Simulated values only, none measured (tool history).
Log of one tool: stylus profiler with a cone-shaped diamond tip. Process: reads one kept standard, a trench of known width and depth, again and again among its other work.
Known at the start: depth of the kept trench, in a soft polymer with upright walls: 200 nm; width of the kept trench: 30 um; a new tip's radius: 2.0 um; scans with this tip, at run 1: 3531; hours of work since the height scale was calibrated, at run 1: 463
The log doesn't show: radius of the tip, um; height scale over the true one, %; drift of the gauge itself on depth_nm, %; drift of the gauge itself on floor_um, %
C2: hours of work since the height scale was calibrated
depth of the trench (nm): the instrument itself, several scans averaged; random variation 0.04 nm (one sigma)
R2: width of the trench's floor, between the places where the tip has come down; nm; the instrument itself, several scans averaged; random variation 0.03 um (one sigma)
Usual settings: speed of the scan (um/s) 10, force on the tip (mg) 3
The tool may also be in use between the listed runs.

run 1 hour=0 | speed_of_the_scan_(um/s)=10 force_on_the_tip_(mg)=3 | scans_with_this_tip=3531 C2=463 | depth_of_the_trench_(nm)=203.6 R2=28010
run 2 hour=27 | speed_of_the_scan_(um/s)=10 force_on_the_tip_(mg)=3 | scans_with_this_tip=3652 C2=479 | depth_of_the_trench_(nm)=203.51 R2=28010
run 3 hour=50.7 | speed_of_the_scan_(um/s)=11 force_on_the_tip_(mg)=3 | scans_with_this_tip=3758 C2=493 | depth_of_the_trench_(nm)=203.6 R2=27970
run 4 hour=84.5 | speed_of_the_scan_(um/s)=3 force_on_the_tip_(mg)=3 | scans_with_this_tip=3909 C2=513 | depth_of_the_trench_(nm)=203.62 R2=28020
run 5 hour=107.2 | speed_of_the_scan_(um/s)=3 force_on_the_tip_(mg)=3 | scans_with_this_tip=4011 C2=526 | depth_of_the_trench_(nm)=203.64 R2=28020
run 6 hour=139.5 | speed_of_the_scan_(um/s)=3 force_on_the_tip_(mg)=3 | scans_with_this_tip=4155 C2=545 | depth_of_the_trench_(nm)=203.6 R2=28010
run 7 hour=175 | speed_of_the_scan_(um/s)=10 force_on_the_tip_(mg)=1.34 | scans_with_this_tip=4314 C2=566 | depth_of_the_trench_(nm)=202.19 R2=27940
run 8 hour=200.3 | speed_of_the_scan_(um/s)=10 force_on_the_tip_(mg)=1.34 | scans_with_this_tip=4427 C2=581 | depth_of_the_trench_(nm)=202.21 R2=27980
run 9 hour=230.4 | speed_of_the_scan_(um/s)=10 force_on_the_tip_(mg)=1.34 | scans_with_this_tip=4562 C2=598 | depth_of_the_trench_(nm)=202.25 R2=27910
run 10 hour=259.7 | speed_of_the_scan_(um/s)=15 force_on_the_tip_(mg)=1.49 | scans_with_this_tip=4693 C2=616 | depth_of_the_trench_(nm)=202.31 R2=27870
run 11 hour=276.5 | speed_of_the_scan_(um/s)=15 force_on_the_tip_(mg)=1.49 | scans_with_this_tip=4769 C2=625 | depth_of_the_trench_(nm)=202.38 R2=27880
run 12 hour=310.7 | speed_of_the_scan_(um/s)=15 force_on_the_tip_(mg)=1.49 | scans_with_this_tip=4922 C2=645 | depth_of_the_trench_(nm)=202.24 R2=27900
run 13 hour=329.4 | speed_of_the_scan_(um/s)=15 force_on_the_tip_(mg)=1.49 | scans_with_this_tip=5005 C2=656 | depth_of_the_trench_(nm)=202.37 R2=27850

5 ways to go on from here, each from the tool as it stands after run 13. What would each give?
run A hour=346.3 | speed_of_the_scan_(um/s)=9 force_on_the_tip_(mg)=6.05 | scans_with_this_tip=5081 C2=666 | depth_of_the_trench_(nm)=? R2=?
run B hour=346.3 | speed_of_the_scan_(um/s)=12 force_on_the_tip_(mg)=1.65 | scans_with_this_tip=5081 C2=666 | depth_of_the_trench_(nm)=? R2=?
run C hour=346.3 | speed_of_the_scan_(um/s)=8 force_on_the_tip_(mg)=1.31 | scans_with_this_tip=5081 C2=666 | depth_of_the_trench_(nm)=? R2=?
run D hour=346.3 | speed_of_the_scan_(um/s)=15 force_on_the_tip_(mg)=2.09 | scans_with_this_tip=5081 C2=666 | depth_of_the_trench_(nm)=? R2=?
run E hour=346.3 | speed_of_the_scan_(um/s)=10 force_on_the_tip_(mg)=2.05 | scans_with_this_tip=5081 C2=666 | depth_of_the_trench_(nm)=? R2=?

run=A depth_of_the_trench_(nm)=205.67 R2=27950
run=B depth_of_the_trench_(nm)=202.56 R2=27860
run=C depth_of_the_trench_(nm)=202.18 R2=27920
run=D depth_of_the_trench_(nm)=202.93 R2=27930
run=E depth_of_the_trench_(nm)=202.92 R2=27930
Without the tool's hidden state the same runs would have given:
run=A depth_of_the_trench_(nm)=205.43 R2=28210
run=B depth_of_the_trench_(nm)=202.32 R2=28120
run=C depth_of_the_trench_(nm)=201.94 R2=28180
run=D depth_of_the_trench_(nm)=202.69 R2=28190
run=E depth_of_the_trench_(nm)=202.68 R2=28190
